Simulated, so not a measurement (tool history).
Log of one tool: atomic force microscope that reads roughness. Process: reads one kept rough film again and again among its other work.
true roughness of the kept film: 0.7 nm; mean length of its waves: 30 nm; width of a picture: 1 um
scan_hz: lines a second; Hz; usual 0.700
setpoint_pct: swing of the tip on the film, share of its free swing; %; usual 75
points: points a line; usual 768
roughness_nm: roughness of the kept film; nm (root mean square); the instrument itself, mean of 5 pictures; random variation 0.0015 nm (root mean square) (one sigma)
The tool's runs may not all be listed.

run,hour,scan_hz,setpoint_pct,points,roughness_nm
1,0.0,0.700,75,768,0.635
# hour 8.6: new tip fitted
2,11.9,0.700,68,768,0.661
3,21.0,0.700,75,768,0.653
4,29.7,0.700,75,768,0.653
5,35.9,0.700,75,768,0.651
6,46.2,0.700,75,768,0.650
# hour 47.7: height scale calibrated on a step standard
7,56.2,0.700,75,768,0.649
8,66.8,0.700,75,768,0.650
9,73.0,0.700,75,768,0.651
# hour 82.3: height scale calibrated on a step standard, once more
10,83.9,0.700,75,768,0.646
11,88.7,1.386,60,768,0.647
12,98.9,0.700,66,936,0.651
13,109.7,0.700,66,936,0.649
14,114.5,1.896,80,936,0.588
15,124.6,2.786,67,465,0.604
16,130.3,2.786,67,465,0.603
17,137.3,0.700,73,488,0.635
# hour 145.6: new tip fitted
18,148.9,0.700,73,488,0.657

Forecast each of these 4 alternatives for the next run:
A,155.8,3.922,59,263,?
B,155.8,1.001,56,768,?
C,155.8,0.700,69,258,?
D,155.8,0.700,65,302,?

run,roughness_nm
A,0.618
B,0.667
C,0.649
D,0.654
Without the tool's hidden state the same runs would have given:
run,roughness_nm
A,0.619
B,0.668
C,0.650
D,0.655

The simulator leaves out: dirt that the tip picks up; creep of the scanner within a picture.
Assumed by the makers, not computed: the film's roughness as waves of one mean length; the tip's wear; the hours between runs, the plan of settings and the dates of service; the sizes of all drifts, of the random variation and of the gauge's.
